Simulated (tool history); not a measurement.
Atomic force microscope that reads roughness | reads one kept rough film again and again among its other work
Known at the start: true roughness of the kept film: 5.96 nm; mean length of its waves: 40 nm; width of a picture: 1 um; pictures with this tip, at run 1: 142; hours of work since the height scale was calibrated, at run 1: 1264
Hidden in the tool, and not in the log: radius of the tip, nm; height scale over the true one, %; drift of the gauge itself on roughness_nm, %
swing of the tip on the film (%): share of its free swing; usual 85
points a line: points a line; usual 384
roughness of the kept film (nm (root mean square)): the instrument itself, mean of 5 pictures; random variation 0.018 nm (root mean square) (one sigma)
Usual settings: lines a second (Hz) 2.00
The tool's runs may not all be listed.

run	hour	lines a second (Hz)	swing of the tip on the film (%)	points a line	pictures with this tip	hours of work since the height scale was calibrated	roughness of the kept film (nm (root mean square))
1	0.0	2.00	85	384	142	1264	4.018
# hour 38.7: new tip fitted
2	39.5	2.00	85	278	0	1282	4.477
3	95.7	2.00	85	384	41	1307	4.274
4	132.5	2.00	85	310	67	1323	4.174
5	200.7	2.00	85	310	116	1354	4.008
6	262.2	2.00	85	384	160	1381	3.866
# hour 274.3: new tip fitted
7	306.2	2.00	85	379	23	1401	4.360
8	358.2	2.00	85	379	61	1424	4.222
9	419.8	1.39	68	737	105	1452	4.712
10	491.5	1.39	68	737	156	1484	4.473
# hour 511.4: new tip fitted
11	545.1	1.39	68	737	24	1507	5.121
12	623.8	2.00	85	512	81	1543	4.195
13	705.9	1.67	83	512	140	1579	4.152
# hour 745.1: new tip fitted
14	759.1	1.30	85	384	10	1603	4.743

5 ways to go on from here, each from the tool as it stands after run 14. What would each give?
A	794.3	0.63	88	558	35	1619	?
B	794.3	1.30	85	330	35	1619	?
C	794.3	0.70	65	281	35	1619	?
D	794.3	0.74	75	384	35	1619	?
E	794.3	0.57	85	594	35	1619	?

run	roughness of the kept film (nm (root mean square))
A	4.924
B	4.642
C	5.203
D	5.114
E	5.045
Without the tool's hidden state the same runs would have given:
run	roughness of the kept film (nm (root mean square))
A	5.074
B	4.784
C	5.362
D	5.270
E	5.199

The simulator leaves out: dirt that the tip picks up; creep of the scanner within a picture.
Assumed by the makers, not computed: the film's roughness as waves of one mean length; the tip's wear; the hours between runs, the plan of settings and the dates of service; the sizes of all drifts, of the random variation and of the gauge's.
